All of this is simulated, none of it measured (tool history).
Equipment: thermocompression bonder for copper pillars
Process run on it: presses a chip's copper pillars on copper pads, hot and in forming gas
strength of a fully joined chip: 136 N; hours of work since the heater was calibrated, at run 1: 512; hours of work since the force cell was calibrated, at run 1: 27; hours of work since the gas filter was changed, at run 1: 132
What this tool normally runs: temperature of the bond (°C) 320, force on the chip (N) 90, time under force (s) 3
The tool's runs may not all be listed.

| run | hour | temperature of the bond (°C) | force on the chip (N) | time under force (s) | hours of work since the heater was calibrated | hours of work since the force cell was calibrated | hours of work since the gas filter was changed | force that shears a chip off (N) |
|---|---|---|---|---|---|---|---|---|
| 1 | 0 | 320 | 90 | 3 | 512 | 27 | 132 | 74.1 |
| 2 | 6.3 | 320 | 90 | 3 | 515 | 30 | 136 | 74.9 |
| 3 | 16.6 | 320 | 90 | 3 | 521 | 36 | 142 | 73.8 |
| 4 | 22.1 | 320 | 90 | 3 | 524 | 39 | 145 | 74 |
| 5 | 27.1 | 320 | 90 | 3 | 527 | 42 | 148 | 74.7 |
| 6 | 34.9 | 320 | 90 | 2 | 532 | 47 | 152 | 65.3 |
| 7 | 42 | 320 | 90 | 2 | 536 | 51 | 156 | 64.2 |
| 8 | 47 | 320 | 90 | 2 | 539 | 53 | 159 | 63.5 |
| 9 | 58.3 | 301 | 90 | 2 | 545 | 60 | 166 | 50.1 |
| 10 | 67.5 | 320 | 104 | 5 | 550 | 65 | 171 | 96.6 |
| 11 | 75.7 | 332 | 104 | 5 | 555 | 70 | 176 | 105.2 |
|  | 81.1 | forming gas filter changed |
| 12 | 82.9 | 342 | 61 | 2 | 559 | 74 | 1 | 60.8 |

Alternative continuations, all from the tool just after run 12; predict every row:
| A | 88.3 | 350 | 103 | 2 | 562 | 77 | 4 | ? |
| B | 88.3 | 314 | 61 | 2 | 562 | 77 | 4 | ? |
| C | 88.3 | 294 | 71 | 4 | 562 | 77 | 4 | ? |

| run | force that shears a chip off (N) |
|---|---|
| A | 95.7 |
| B | 41 |
| C | 48 |
Without the tool's unlogged condition, the same runs would have read:
| run | force that shears a chip off (N) |
|---|---|
| A | 95.8 |
| B | 41 |
| C | 48.1 |

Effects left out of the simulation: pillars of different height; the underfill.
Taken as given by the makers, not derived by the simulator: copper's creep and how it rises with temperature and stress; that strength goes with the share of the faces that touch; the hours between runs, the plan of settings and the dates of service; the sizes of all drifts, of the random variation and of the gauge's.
